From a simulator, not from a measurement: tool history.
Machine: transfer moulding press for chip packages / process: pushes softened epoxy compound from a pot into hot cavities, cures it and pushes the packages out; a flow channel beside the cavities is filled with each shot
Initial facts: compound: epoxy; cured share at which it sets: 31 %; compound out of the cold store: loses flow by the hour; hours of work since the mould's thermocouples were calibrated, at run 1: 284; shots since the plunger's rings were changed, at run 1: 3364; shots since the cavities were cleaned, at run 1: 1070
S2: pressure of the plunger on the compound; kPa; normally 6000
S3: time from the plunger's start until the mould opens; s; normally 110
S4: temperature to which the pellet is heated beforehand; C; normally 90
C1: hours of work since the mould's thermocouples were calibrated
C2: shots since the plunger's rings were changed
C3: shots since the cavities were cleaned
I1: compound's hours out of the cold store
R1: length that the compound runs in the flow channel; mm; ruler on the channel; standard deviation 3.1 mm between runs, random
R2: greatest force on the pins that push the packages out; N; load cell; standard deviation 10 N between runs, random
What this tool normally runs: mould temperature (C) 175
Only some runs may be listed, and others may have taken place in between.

Run 1, hour 0: usual settings; C1 284; C2 3364; C3 1070; I1 9.4. Result: R1 918 mm, R2 846 N.
At hour 3.7: cavities cleaned with cleaning compound and waxed.
Run 2, hour 12.8: usual settings; C1 291; C2 3499; C3 109; I1 40.9. Result: R1 787 mm, R2 550 N.
Run 3, hour 21.9: usual settings; C1 297; C2 3606; C3 216; I1 29.1. Result: R1 828 mm, R2 592 N.
Run 4, hour 27.7: usual settings; C1 301; C2 3675; C3 285; I1 23.7. Result: R1 855 mm, R2 629 N.
Run 5, hour 39.3: usual settings; C1 309; C2 3813; C3 423; I1 32.9. Result: R1 819 mm, R2 653 N.
Run 6, hour 45.9: usual settings but S4 96 C; C1 314; C2 3891; C3 501; I1 40.8. Result: R1 784 mm, R2 669 N.
Run 7, hour 55.5: usual settings but S4 96 C; C1 320; C2 4005; C3 615; I1 45.1. Result: R1 769 mm, R2 696 N.
Run 8, hour 64.4: usual settings but S4 96 C; C1 326; C2 4111; C3 721; I1 46.2. Result: R1 760 mm, R2 733 N.
Run 9, hour 73.1: usual settings but S3 106 s; C1 332; C2 4214; C3 824; I1 10.5. Result: R1 904 mm, R2 831 N.
Run 10, hour 81: usual settings but S3 106 s; C1 337; C2 4308; C3 918; I1 20.3. Result: R1 863 mm, R2 821 N.
Run 11, hour 88.3: usual settings; C1 342; C2 4395; C3 1005; I1 11.6. Result: R1 899 mm, R2 835 N.
At hour 97: cavities cleaned with cleaning compound and waxed.
Run 12, hour 101.2: usual settings; C1 350; C2 4530; C3 49; I1 19.6. Result: R1 869 mm, R2 524 N.
Run 13, hour 113.4: usual settings; C1 358; C2 4675; C3 194; I1 11.4. Result: R1 895 mm, R2 578 N.
Run 14, hour 125.6: usual settings but S3 124 s; C1 366; C2 4820; C3 339; I1 22.2. Result: R1 847 mm, R2 573 N.
Run 15, hour 137: usual settings but mould temperature (C) 170, S2 5850 kPa, S3 124 s; C1 374; C2 4955; C3 474; I1 14.7. Result: R1 879 mm, R2 761 N.
Run 16, hour 141.9: usual settings but mould temperature (C) 170, S2 5850 kPa, S3 124 s; C1 378; C2 5014; C3 533; I1 47.1. Result: R1 752 mm, R2 738 N.
Run 17, hour 149.4: usual settings but mould temperature (C) 179, S2 5560 kPa; C1 383; C2 5103; C3 622; I1 23.1. Result: R1 798 mm, R2 625 N.
Run 18, hour 155.1: usual settings but mould temperature (C) 179, S2 5560 kPa; C1 386; C2 5170; C3 689; I1 24.6. Result: R1 794 mm, R2 664 N.
At hour 164.9: plunger's sealing rings changed.
Run 19, hour 169.2: usual settings but mould temperature (C) 179, S2 5560 kPa; C1 394; C2 51; C3 827; I1 30.5. Result: R1 832 mm, R2 675 N.
Run 20, hour 175.6: usual settings but mould temperature (C) 180, S2 4580 kPa, S3 120 s, S4 80 C; C1 399; C2 127; C3 903; I1 25.6. Result: R1 773 mm, R2 651 N.
Run 21, hour 185.5: usual settings but mould temperature (C) 180, S2 4580 kPa, S3 120 s, S4 92 C; C1 405; C2 245; C3 1021; I1 33.6. Result: R1 737 mm, R2 682 N.
At hour 192.9: cavities cleaned with cleaning compound and waxed.
Run 22, hour 197.6: usual settings but mould temperature (C) 180, S2 4580 kPa, S3 120 s, S4 92 C; C1 413; C2 370; C3 55; I1 39.6. Result: R1 721 mm, R2 425 N.
Run 23, hour 203.9: usual settings but mould temperature (C) 179, S2 4720 kPa, S3 123 s, S4 91 C; C1 417; C2 445; C3 130; I1 36.8. Result: R1 740 mm, R2 464 N.
Run 24, hour 214.3: usual settings but mould temperature (C) 174, S2 6340 kPa, S3 105 s, S4 93 C; C1 424; C2 568; C3 253; I1 15.5. Result: R1 965 mm, R2 696 N.
Run 25, hour 225.2: usual settings but mould temperature (C) 174, S2 6340 kPa, S3 105 s, S4 93 C; C1 431; C2 698; C3 383; I1 19.9. Result: R1 938 mm, R2 766 N.
Run 26, hour 233.4: usual settings but mould temperature (C) 177; C1 437; C2 795; C3 480; I1 44.6. Result: R1 803 mm, R2 642 N.

For run 27, what comes out?
Run 27, hour 240.6: usual settings but mould temperature (C) 167; C1 442; C2 881; C3 566; I1 26.6. Result: R1 ?, R2 ?.

Run 27 came out at R1 910 mm, R2 1121 N.
With no hidden state in the tool, this same run would have given R1 918 mm, R2 740 N.

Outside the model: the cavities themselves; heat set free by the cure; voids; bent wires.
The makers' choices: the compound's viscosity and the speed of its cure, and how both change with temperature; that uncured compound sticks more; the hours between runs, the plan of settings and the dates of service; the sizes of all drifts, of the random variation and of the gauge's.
